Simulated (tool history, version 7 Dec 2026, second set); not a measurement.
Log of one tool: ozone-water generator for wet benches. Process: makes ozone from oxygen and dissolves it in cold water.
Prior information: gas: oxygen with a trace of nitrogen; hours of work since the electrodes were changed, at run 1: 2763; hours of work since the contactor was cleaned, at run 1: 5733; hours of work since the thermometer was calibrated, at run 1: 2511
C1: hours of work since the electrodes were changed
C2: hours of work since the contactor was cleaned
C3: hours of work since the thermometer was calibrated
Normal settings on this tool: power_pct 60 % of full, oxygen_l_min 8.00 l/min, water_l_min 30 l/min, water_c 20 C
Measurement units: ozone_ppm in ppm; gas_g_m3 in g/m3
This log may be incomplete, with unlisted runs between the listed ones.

run 1 hour=0.0 | power_pct=60 oxygen_l_min=8.00 water_l_min=30 water_c=20 | C1=2763 C2=5733 C3=2511 | ozone_ppm=20.2 gas_g_m3=223.3
run 2 hour=60.8 | power_pct=60 oxygen_l_min=8.00 water_l_min=30 water_c=20 | C1=2805 C2=5776 C3=2554 | ozone_ppm=19.9 gas_g_m3=222.1
run 3 hour=157.2 | power_pct=60 oxygen_l_min=8.00 water_l_min=30 water_c=20 | C1=2873 C2=5844 C3=2622 | ozone_ppm=19.7 gas_g_m3=219.8
-- hour=264.9 water thermometer calibrated
run 4 hour=269.9 | power_pct=60 oxygen_l_min=8.00 water_l_min=30 water_c=20 | C1=2953 C2=5923 C3=4 | ozone_ppm=19.8 gas_g_m3=220.9
run 5 hour=360.8 | power_pct=60 oxygen_l_min=8.00 water_l_min=30 water_c=20 | C1=3017 C2=5987 C3=68 | ozone_ppm=20.0 gas_g_m3=222.6
run 6 hour=409.1 | power_pct=60 oxygen_l_min=8.00 water_l_min=30 water_c=20 | C1=3051 C2=6021 C3=102 | ozone_ppm=19.7 gas_g_m3=221.3
run 7 hour=475.1 | power_pct=60 oxygen_l_min=10.61 water_l_min=30 water_c=20 | C1=3097 C2=6067 C3=148 | ozone_ppm=19.1 gas_g_m3=186.8
run 8 hour=538.4 | power_pct=60 oxygen_l_min=13.95 water_l_min=30 water_c=20 | C1=3142 C2=6112 C3=193 | ozone_ppm=18.5 gas_g_m3=159.6
run 9 hour=619.5 | power_pct=60 oxygen_l_min=13.95 water_l_min=30 water_c=20 | C1=3199 C2=6169 C3=250 | ozone_ppm=18.5 gas_g_m3=159.5
run 10 hour=703.0 | power_pct=60 oxygen_l_min=13.95 water_l_min=30 water_c=20 | C1=3258 C2=6228 C3=309 | ozone_ppm=18.1 gas_g_m3=160.7
run 11 hour=791.3 | power_pct=66 oxygen_l_min=8.00 water_l_min=30 water_c=20 | C1=3320 C2=6290 C3=371 | ozone_ppm=21.3 gas_g_m3=238.6
run 12 hour=897.4 | power_pct=66 oxygen_l_min=8.00 water_l_min=30 water_c=20 | C1=3395 C2=6365 C3=446 | ozone_ppm=21.1 gas_g_m3=239.4
run 13 hour=1000.2 | power_pct=66 oxygen_l_min=8.00 water_l_min=19 water_c=20 | C1=3467 C2=6437 C3=518 | ozone_ppm=28.9 gas_g_m3=240.0
run 14 hour=1067.4 | power_pct=66 oxygen_l_min=8.00 water_l_min=19 water_c=20 | C1=3515 C2=6485 C3=566 | ozone_ppm=28.9 gas_g_m3=235.7
run 15 hour=1155.1 | power_pct=66 oxygen_l_min=8.00 water_l_min=19 water_c=20 | C1=3577 C2=6547 C3=628 | ozone_ppm=28.7 gas_g_m3=236.7
run 16 hour=1223.8 | power_pct=66 oxygen_l_min=8.00 water_l_min=19 water_c=20 | C1=3625 C2=6595 C3=676 | ozone_ppm=28.7 gas_g_m3=236.2
run 17 hour=1314.8 | power_pct=60 oxygen_l_min=8.00 water_l_min=30 water_c=15 | C1=3689 C2=6659 C3=740 | ozone_ppm=21.1 gas_g_m3=220.3

Run 18 is up next; what results do you expect?
run 18 hour=1402.1 | power_pct=60 oxygen_l_min=6.22 water_l_min=30 water_c=18 | C1=3751 C2=6721 C3=802 | ozone_ppm=? gas_g_m3=?

Run 18 came out at ozone_ppm 20.0 ppm, gas_g_m3 257.6 g/m3.
Take away the tool's hidden state, keep the run-to-run variation as it was, and the same run would have given ozone_ppm 22.7 ppm, gas_g_m3 269.7 g/m3.
